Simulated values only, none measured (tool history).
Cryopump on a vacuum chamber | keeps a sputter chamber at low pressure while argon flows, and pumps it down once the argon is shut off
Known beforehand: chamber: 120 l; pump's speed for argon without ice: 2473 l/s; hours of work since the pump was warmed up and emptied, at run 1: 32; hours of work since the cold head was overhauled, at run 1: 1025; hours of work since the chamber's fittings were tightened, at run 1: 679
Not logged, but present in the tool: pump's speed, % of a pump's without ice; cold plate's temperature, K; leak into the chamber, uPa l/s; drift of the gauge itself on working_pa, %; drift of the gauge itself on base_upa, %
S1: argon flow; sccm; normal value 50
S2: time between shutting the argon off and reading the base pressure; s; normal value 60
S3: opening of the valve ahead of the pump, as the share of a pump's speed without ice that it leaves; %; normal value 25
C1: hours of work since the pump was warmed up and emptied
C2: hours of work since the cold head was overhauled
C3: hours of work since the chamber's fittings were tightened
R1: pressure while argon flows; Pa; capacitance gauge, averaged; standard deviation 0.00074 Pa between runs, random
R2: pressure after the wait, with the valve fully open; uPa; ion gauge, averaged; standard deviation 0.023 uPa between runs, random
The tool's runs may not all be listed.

Run 1, hour 0.0: usual settings; C1 32; C2 1025; C3 679. Result: R1 0.1377 Pa, R2 1.53 uPa.
Run 2, hour 41.3: usual settings but S2 22 s; C1 69; C2 1062; C3 716. Result: R1 0.1368 Pa, R2 2.74 uPa.
Run 3, hour 92.5: usual settings but S2 61 s; C1 114; C2 1107; C3 761. Result: R1 0.1391 Pa, R2 1.66 uPa.
Run 4, hour 142.7: usual settings but S2 61 s; C1 158; C2 1151; C3 805. Result: R1 0.1396 Pa, R2 1.70 uPa.
Run 5, hour 181.9: usual settings but S2 61 s; C1 193; C2 1186; C3 840. Result: R1 0.1402 Pa, R2 1.75 uPa.
Run 6, hour 218.2: usual settings but S1 21 sccm, S2 61 s; C1 225; C2 1218; C3 872. Result: R1 0.0599 Pa, R2 1.76 uPa.
Run 7, hour 272.6: usual settings but S1 21 sccm, S2 61 s, S3 15 %; C1 273; C2 1266; C3 920. Result: R1 0.0979 Pa, R2 1.89 uPa.
At hour 310.5: pump warmed up, emptied and cooled again.
Run 8, hour 329.4: usual settings but S1 21 sccm, S2 61 s, S3 15 %; C1 17; C2 1312; C3 966. Result: R1 0.0961 Pa, R2 1.83 uPa.
Run 9, hour 375.9: usual settings but S1 21 sccm, S2 33 s, S3 15 %; C1 58; C2 1353; C3 1007. Result: R1 0.0967 Pa, R2 2.40 uPa.
Run 10, hour 410.6: usual settings but S1 21 sccm, S2 33 s, S3 15 %; C1 88; C2 1384; C3 1038. Result: R1 0.0965 Pa, R2 2.49 uPa.
Run 11, hour 452.5: usual settings but S1 21 sccm, S2 33 s, S3 15 %; C1 125; C2 1421; C3 1075. Result: R1 0.0965 Pa, R2 2.55 uPa.
Run 12, hour 500.2: usual settings; C1 168; C2 1463; C3 1117. Result: R1 0.1390 Pa, R2 2.05 uPa.
Run 13, hour 557.0: usual settings but S2 26 s; C1 218; C2 1513; C3 1167. Result: R1 0.1412 Pa, R2 3.04 uPa.
Run 14, hour 603.2: usual settings but S1 59 sccm, S2 157 s, S3 19 %; C1 259; C2 1554; C3 1208. Result: R1 0.2180 Pa, R2 1.80 uPa.
Run 15, hour 632.9: usual settings but S1 35 sccm, S2 278 s, S3 57 %; C1 285; C2 1580; C3 1234. Result: R1 0.0460 Pa, R2 1.75 uPa.
At hour 658.0: pump warmed up, emptied and cooled again.
Run 16, hour 689.1: usual settings but S2 260 s; C1 27; C2 1626; C3 1279. Result: R1 0.1373 Pa, R2 1.64 uPa.
Run 17, hour 742.6: usual settings but S2 260 s; C1 75; C2 1673; C3 1327. Result: R1 0.1380 Pa, R2 1.82 uPa.
Run 18, hour 776.3: usual settings but S1 33 sccm, S2 65 s, S3 53 %; C1 105; C2 1703; C3 1356. Result: R1 0.0443 Pa, R2 2.18 uPa.
Run 19, hour 827.0: usual settings but S1 33 sccm, S2 65 s, S3 53 %; C1 149; C2 1747; C3 1401. Result: R1 0.0447 Pa, R2 2.35 uPa.
Run 20, hour 855.6: usual settings but S1 49 sccm, S3 40 %; C1 175; C2 1773; C3 1427. Result: R1 0.0860 Pa, R2 2.41 uPa.
Run 21, hour 883.8: usual settings but S1 33 sccm, S2 46 s; C1 200; C2 1798; C3 1451. Result: R1 0.0926 Pa, R2 2.61 uPa.
Run 22, hour 919.7: usual settings but S1 40 sccm, S3 49 %; C1 231; C2 1829; C3 1483. Result: R1 0.0600 Pa, R2 2.49 uPa.
Run 23, hour 976.7: usual settings but S1 68 sccm, S2 90 s, S3 52 %; C1 282; C2 1880; C3 1534. Result: R1 0.0963 Pa, R2 2.43 uPa.
At hour 990.0: leaking fittings of the chamber tightened, without venting.
At hour 1010.0: pump warmed up, emptied and cooled again.
Run 24, hour 1031.0: usual settings but S1 24 sccm, S2 128 s, S3 18 %; C1 19; C2 1921; C3 32. Result: R1 0.0915 Pa, R2 0.46 uPa.

Consider 5 possible next runs. They are alternatives, not a sequence: every one starts from the tool as it was left by run 24. What does each give?
Run A, hour 1087.1: usual settings but S1 33 sccm, S2 46 s, S3 18 %; C1 68; C2 1971; C3 81. Result: R1 ?, R2 ?.
Run B, hour 1087.1: usual settings but S1 56 sccm, S2 23 s, S3 18 %; C1 68; C2 1971; C3 81. Result: R1 ?, R2 ?.
Run C, hour 1087.1: usual settings but S1 26 sccm, S2 42 s, S3 18 %; C1 68; C2 1971; C3 81. Result: R1 ?, R2 ?.
Run D, hour 1087.1: usual settings but S1 25 sccm, S2 55 s, S3 17 %; C1 68; C2 1971; C3 81. Result: R1 ?, R2 ?.
Run E, hour 1087.1: usual settings but S1 43 sccm, S2 256 s; C1 68; C2 1971; C3 81. Result: R1 ?, R2 ?.

run      R1    R2
  A  0.1272  1.06
  B  0.2147  1.91
  C  0.0994  1.13
  D  0.1018  0.86
  E  0.1203  0.37
Without the tool's unlogged condition, the same runs would have read:
run      R1    R2
  A  0.1261  0.96
  B  0.2127  1.81
  C  0.0984  1.03
  D  0.1009  0.76
  E  0.1187  0.28
